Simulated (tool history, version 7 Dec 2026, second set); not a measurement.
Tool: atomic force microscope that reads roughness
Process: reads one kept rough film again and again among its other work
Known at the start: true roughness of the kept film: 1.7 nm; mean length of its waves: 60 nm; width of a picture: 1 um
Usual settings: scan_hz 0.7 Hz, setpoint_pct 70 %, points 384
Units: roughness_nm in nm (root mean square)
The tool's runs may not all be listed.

run,day,scan_hz,setpoint_pct,points,roughness_nm
1,0,0.7,70,384,1.617
# day 0.217: new tip fitted
2,0.417,0.745,70,384,1.658
3,0.842,0.745,70,384,1.646
4,1.279,0.745,70,384,1.638
5,1.633,1.105,70,384,1.618
6,1.854,1.105,70,384,1.617
7,2.304,1.105,70,384,1.617
8,2.5,0.7,57,384,1.624
9,2.692,0.7,57,384,1.62
# day 2.862: new tip fitted
10,3.021,0.7,70,384,1.655
11,3.233,0.7,70,384,1.645
12,3.675,0.7,70,516,1.643
13,3.925,0.7,70,516,1.631
14,4.121,0.7,70,384,1.635
15,4.379,0.7,70,384,1.622
16,4.575,0.867,70,384,1.623
17,4.875,2.897,70,288,1.57
18,5.221,0.7,70,850,1.616
# day 5.462: new tip fitted
19,5.462,0.7,62,259,1.664
20,5.804,0.7,73,991,1.656
21,6.088,0.7,73,991,1.657
22,6.496,0.7,86,344,1.613
23,6.688,0.7,86,344,1.61
24,6.908,0.7,86,344,1.597
25,7.146,2.974,70,326,1.566
26,7.417,2.974,70,326,1.555
27,7.792,2.974,70,326,1.549
# day 8.104: new tip fitted
28,8.188,2.397,70,384,1.619
29,8.542,2.127,70,803,1.617
30,8.896,0.7,68,384,1.647
31,9.292,0.58,70,532,1.646

3 ways to go on from here, each from the tool as it stands after run 31. What would each give?
A,9.542,0.58,70,804,?
B,9.542,2.033,68,532,?
C,9.542,0.58,81,532,?

run,roughness_nm
A,1.631
B,1.605
C,1.611
Without the tool's hidden state the same runs would have given:
run,roughness_nm
A,1.658
B,1.631
C,1.637
